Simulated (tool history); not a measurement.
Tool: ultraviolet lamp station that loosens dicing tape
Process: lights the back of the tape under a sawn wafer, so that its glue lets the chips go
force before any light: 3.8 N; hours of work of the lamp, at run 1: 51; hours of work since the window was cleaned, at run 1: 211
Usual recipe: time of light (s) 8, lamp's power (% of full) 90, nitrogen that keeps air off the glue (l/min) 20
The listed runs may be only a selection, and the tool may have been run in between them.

| run | hour | time of light (s) | lamp's power (% of full) | nitrogen that keeps air off the glue (l/min) | hours of work of the lamp | hours of work since the window was cleaned | force that peels the tape off (N) | light that reached the tape (mJ/cm2) |
|---|---|---|---|---|---|---|---|---|
| 1 | 0 | 8 | 90 | 20 | 51 | 211 | 0.124 | 403 |
| 2 | 12.2 | 8 | 90 | 20 | 57 | 217 | 0.118 | 405 |
| 3 | 26.9 | 8 | 90 | 20 | 65 | 225 | 0.122 | 404 |
| 4 | 46.5 | 8 | 90 | 20 | 75 | 235 | 0.125 | 399 |
| 5 | 56.5 | 8 | 90 | 20 | 80 | 240 | 0.121 | 394 |
| 6 | 76.4 | 8 | 90 | 20 | 90 | 251 | 0.132 | 396 |
| 7 | 97.4 | 8 | 90 | 20 | 101 | 261 | 0.122 | 389 |
| 8 | 115.2 | 8 | 90 | 20 | 110 | 271 | 0.128 | 392 |
| 9 | 131 | 12 | 95 | 22 | 119 | 279 | 0.066 | 619 |
| 10 | 149.7 | 10 | 90 | 20 | 128 | 288 | 0.085 | 488 |
| 11 | 167.9 | 6 | 67 | 28 | 138 | 298 | 0.376 | 217 |
| 12 | 186.3 | 6 | 67 | 28 | 147 | 307 | 0.361 | 215 |
| 13 | 207.3 | 4 | 71 | 18 | 158 | 318 | 0.853 | 153 |
| 14 | 217.9 | 14 | 67 | 7 | 163 | 324 | 0.18 | 496 |
| 15 | 240.1 | 14 | 67 | 7 | 175 | 335 | 0.18 | 496 |

Here are 4 independent what-if runs from the current tool condition. What would each one return?
| A | 262.7 | 4 | 81 | 7 | 187 | 347 | ? | ? |
| B | 262.7 | 8 | 96 | 13 | 187 | 347 | ? | ? |
| C | 262.7 | 8 | 76 | 33 | 187 | 347 | ? | ? |
| D | 262.7 | 7 | 67 | 7 | 187 | 347 | ? | ? |

| run | force that peels the tape off (N) | light that reached the tape (mJ/cm2) |
|---|---|---|
| A | 1.214 | 172 |
| B | 0.175 | 407 |
| C | 0.141 | 321 |
| D | 0.757 | 242 |
What these runs would have given with no unlogged condition in the tool:
| run | force that peels the tape off (N) | light that reached the tape (mJ/cm2) |
|---|---|---|
| A | 1.05 | 194 |
| B | 0.137 | 459 |
| C | 0.111 | 362 |
| D | 0.619 | 273 |
